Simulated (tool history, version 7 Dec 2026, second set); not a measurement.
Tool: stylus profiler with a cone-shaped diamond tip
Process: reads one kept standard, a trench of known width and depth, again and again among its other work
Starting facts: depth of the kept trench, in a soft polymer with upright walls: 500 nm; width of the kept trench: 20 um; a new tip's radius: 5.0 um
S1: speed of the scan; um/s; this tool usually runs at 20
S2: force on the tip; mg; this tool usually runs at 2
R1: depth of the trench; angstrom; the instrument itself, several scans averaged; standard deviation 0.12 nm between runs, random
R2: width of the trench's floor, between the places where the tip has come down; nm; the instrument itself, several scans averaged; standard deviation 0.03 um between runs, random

run,hour,S1,S2,R1,R2
1,0,20,2,5046.8,15410
2,14.7,20,2,5046.7,15360
3,26.6,20,2,5046.7,15420
4,42.6,20,2,5047.9,15360
5,60.9,20,2,5046.7,15370
6,77.5,20,2,5046.2,15420
7,104.2,22,2,5047.8,15300
8,126.1,20,2,5045.1,15360
9,142.3,20,0.99,5028.9,15290
10,154.8,20,0.99,5029.5,15320
# hour 157.7: height scale calibrated on a step standard
11,171.9,64,2,5047.5,15050
12,199,64,2,5046.9,15060
13,224.1,6,2,5049.2,15320
14,251,20,4.11,5074.5,15350
15,266.5,13,2.22,5048.9,15350
# hour 279.6: height scale calibrated on a step standard, once more
16,282.2,13,2.22,5050.9,15320
17,302.5,8,1.6,5043.4,15380
18,326.3,8,1.6,5043,15290
19,338.4,8,1.6,5042.5,15290
20,365.1,29,0.97,5031.6,15150
21,384.6,52,4.47,5083,15110
22,412.9,14,1.17,5036.7,15160
23,428.2,22,2.94,5060.7,15230
24,456.1,22,2.94,5064.1,15170
25,476.4,6,3.46,5070.7,15220
26,490.5,6,3.46,5070.4,15250
27,507.4,14,1.57,5042.9,15190

Consider 3 possible next runs. They are alternatives, not a sequence: every one starts from the tool as it was left by run 27. What does each give?
A,532.2,30,0.72,?,?
B,532.2,6,0.67,?,?
C,532.2,20,0.86,?,?

run,R1,R2
A,5028.6,14910
B,5025.5,15170
C,5029,15070
Without the tool's unlogged condition, the same runs would have read:
run,R1,R2
A,5024.5,15320
B,5021.4,15570
C,5024.9,15480
